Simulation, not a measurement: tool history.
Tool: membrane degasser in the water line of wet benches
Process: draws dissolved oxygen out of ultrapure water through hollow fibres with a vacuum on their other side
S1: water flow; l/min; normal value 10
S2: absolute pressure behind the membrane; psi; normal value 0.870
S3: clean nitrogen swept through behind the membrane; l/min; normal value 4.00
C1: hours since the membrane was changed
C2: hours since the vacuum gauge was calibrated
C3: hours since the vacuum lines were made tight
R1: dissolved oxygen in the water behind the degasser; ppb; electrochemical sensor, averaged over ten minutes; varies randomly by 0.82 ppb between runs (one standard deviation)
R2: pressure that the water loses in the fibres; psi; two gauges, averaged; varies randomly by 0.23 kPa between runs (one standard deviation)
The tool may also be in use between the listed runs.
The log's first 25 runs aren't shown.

run	hour	S1	S2	S3	C1	C2	C3	R1	R2
26	2600.3	14	1.709	3.01	2648	6775	1957	248.9	12.404
27	2708.3	8	0.870	4.00	2756	6883	2065	52.9	7.104
28	2791.0	7	1.247	2.76	2839	6966	2147	63.2	6.213
29	2935.0	9	0.529	4.00	2983	7110	2292	57.4	7.973
# hour 2994.4: vacuum gauge calibrated
30	3001.5	10	0.972	9.86	3049	7	2357	78.7	8.849
31	3096.6	9	1.962	4.00	3144	102	2453	110.5	8.006
32	3218.6	9	2.094	4.86	3266	224	2575	106.0	7.990
33	3311.1	9	2.094	4.86	3359	317	2667	105.7	7.996

Forecast each of these 3 alternatives for the next run:
A	3415.9	14	1.846	6.74	3464	421	2772	?	?
B	3415.9	10	0.531	6.37	3464	421	2772	?	?
C	3415.9	11	1.710	2.48	3464	421	2772	?	?

run	R1	R2
A	206.5	12.430
B	70.6	8.933
C	181.6	9.765
With no hidden state in the tool, these same runs would have given:
run	R1	R2
A	187.4	12.060
B	61.2	8.667
C	167.5	9.475
